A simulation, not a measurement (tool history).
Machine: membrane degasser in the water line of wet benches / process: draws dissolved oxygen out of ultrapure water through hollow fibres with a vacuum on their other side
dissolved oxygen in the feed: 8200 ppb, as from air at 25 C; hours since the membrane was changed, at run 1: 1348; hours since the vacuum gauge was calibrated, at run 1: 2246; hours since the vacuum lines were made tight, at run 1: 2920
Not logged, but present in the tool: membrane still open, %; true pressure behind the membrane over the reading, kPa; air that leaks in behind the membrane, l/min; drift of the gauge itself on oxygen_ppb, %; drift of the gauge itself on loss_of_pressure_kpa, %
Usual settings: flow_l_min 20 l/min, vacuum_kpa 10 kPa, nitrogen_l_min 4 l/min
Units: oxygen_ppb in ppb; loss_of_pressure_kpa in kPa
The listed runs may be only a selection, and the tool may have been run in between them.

| run | hour | flow_l_min | vacuum_kpa | nitrogen_l_min | hours since the membrane was changed | hours since the vacuum gauge was calibrated | hours since the vacuum lines were made tight | oxygen_ppb | loss_of_pressure_kpa |
|---|---|---|---|---|---|---|---|---|---|
| 1 | 0 | 20 | 10 | 4 | 1348 | 2246 | 2920 | 411 | 39.63 |
| 2 | 77.6 | 20 | 10 | 4 | 1426 | 2324 | 2998 | 416.9 | 38.98 |
| 3 | 144.7 | 20 | 10 | 4 | 1493 | 2391 | 3065 | 408.6 | 39.5 |
| 4 | 214.6 | 20 | 10 | 4 | 1563 | 2461 | 3135 | 408.2 | 39.49 |
| 5 | 281.7 | 20 | 10 | 4 | 1630 | 2528 | 3202 | 413.9 | 39.7 |
| 6 | 347.7 | 20 | 10 | 4 | 1696 | 2594 | 3268 | 412.1 | 39.4 |
| 7 | 397.7 | 20 | 10 | 4 | 1746 | 2644 | 3318 | 413.3 | 39.29 |
| 8 | 448.1 | 20 | 10 | 4 | 1796 | 2695 | 3368 | 418.6 | 39.43 |
| 9 | 500.6 | 20 | 10 | 4 | 1848 | 2747 | 3421 | 415.5 | 39.66 |
| 10 | 557.1 | 20 | 10 | 4 | 1905 | 2804 | 3477 | 409.1 | 39.59 |
| 11 | 619.2 | 20 | 14.3 | 4 | 1967 | 2866 | 3540 | 469 | 39.29 |
| 12 | 679.4 | 20 | 14.3 | 4 | 2027 | 2926 | 3600 | 466.9 | 39.21 |
| 13 | 758.5 | 22 | 10 | 4 | 2106 | 3005 | 3679 | 473.5 | 43.58 |
| 14 | 812.8 | 20 | 10 | 4 | 2161 | 3059 | 3733 | 409.6 | 39.57 |
| 15 | 856.8 | 20 | 10 | 4 | 2205 | 3103 | 3777 | 418.3 | 39.83 |
| 16 | 922 | 20 | 10 | 4 | 2270 | 3168 | 3842 | 427.1 | 39.72 |
| 17 | 989.1 | 31 | 10 | 4 | 2337 | 3236 | 3909 | 722.9 | 61.36 |
| 18 | 1033 | 31 | 10 | 4 | 2381 | 3279 | 3953 | 727.2 | 61.41 |
| 19 | 1095.9 | 31 | 10 | 4 | 2444 | 3342 | 4016 | 723.6 | 60.98 |
| 20 | 1159.8 | 31 | 10 | 4 | 2508 | 3406 | 4080 | 741.7 | 61.47 |
| 21 | 1205.1 | 31 | 10 | 4 | 2553 | 3452 | 4125 | 731.8 | 61.74 |
| 22 | 1284.6 | 31 | 18.1 | 4 | 2633 | 3531 | 4205 | 849.4 | 61.75 |
| 23 | 1322 | 20 | 10 | 10.25 | 2670 | 3568 | 4242 | 369 | 39.63 |
| 24 | 1371.7 | 14 | 19.7 | 6.08 | 2720 | 3618 | 4292 | 284.3 | 27.74 |
| 25 | 1432 | 16 | 20.1 | 10.47 | 2780 | 3678 | 4352 | 308.3 | 31.82 |
| 26 | 1482.2 | 16 | 20.1 | 10.47 | 2830 | 3729 | 4403 | 305.2 | 31.46 |
| 27 | 1554.4 | 16 | 10.9 | 2.14 | 2902 | 3801 | 4475 | 376.8 | 31.3 |
| 28 | 1607.1 | 16 | 10.9 | 2.14 | 2955 | 3854 | 4527 | 379.3 | 31.47 |
| 29 | 1658.7 | 16 | 10.9 | 2.14 | 3007 | 3905 | 4579 | 381.9 | 31.75 |
| 30 | 1742.7 | 25 | 6.4 | 2.14 | 3091 | 3989 | 4663 | 555.5 | 49.88 |
| 31 | 1812.7 | 25 | 6.4 | 2.14 | 3161 | 4059 | 4733 | 565.1 | 49.77 |
| 32 | 1885.1 | 25 | 6.4 | 1.67 | 3233 | 4132 | 4806 | 571.1 | 49.44 |

Table of differences, measured result less the result of that run with no hidden state. Run-to-run variation is the same in both. Gauge scatter possibly is not:
| run | oxygen_ppb | loss_of_pressure_kpa |
|---|---|---|
| 1 | +10.5 | +0.33 |
| 2 | +11.2 | +0.34 |
| 3 | +11.6 | +0.36 |
| 4 | +12.1 | +0.38 |
| 5 | +12.8 | +0.4 |
| 6 | +13.1 | +0.41 |
| 7 | +13.5 | +0.42 |
| 8 | +14.1 | +0.43 |
| 9 | +14.4 | +0.45 |
| 10 | +14.5 | +0.46 |
| 11 | +16.1 | +0.47 |
| 12 | +16.5 | +0.49 |
| 13 | +17.6 | +0.56 |
| 14 | +16.3 | +0.52 |
| 15 | +17 | +0.53 |
| 16 | +17.7 | +0.54 |
| 17 | +25 | +0.87 |
| 18 | +25.6 | +0.88 |
| 19 | +26.1 | +0.9 |
| 20 | +27.5 | +0.94 |
| 21 | +27.6 | +0.95 |
| 22 | +29.1 | +0.98 |
| 23 | +18.4 | +0.64 |
| 24 | +15.4 | +0.46 |
| 25 | +16.7 | +0.54 |
| 26 | +16.8 | +0.54 |
| 27 | +20.5 | +0.55 |
| 28 | +20.9 | +0.57 |
| 29 | +21.3 | +0.58 |
| 30 | +29.6 | +0.93 |
| 31 | +30.8 | +0.94 |
| 32 | +31.6 | +0.97 |
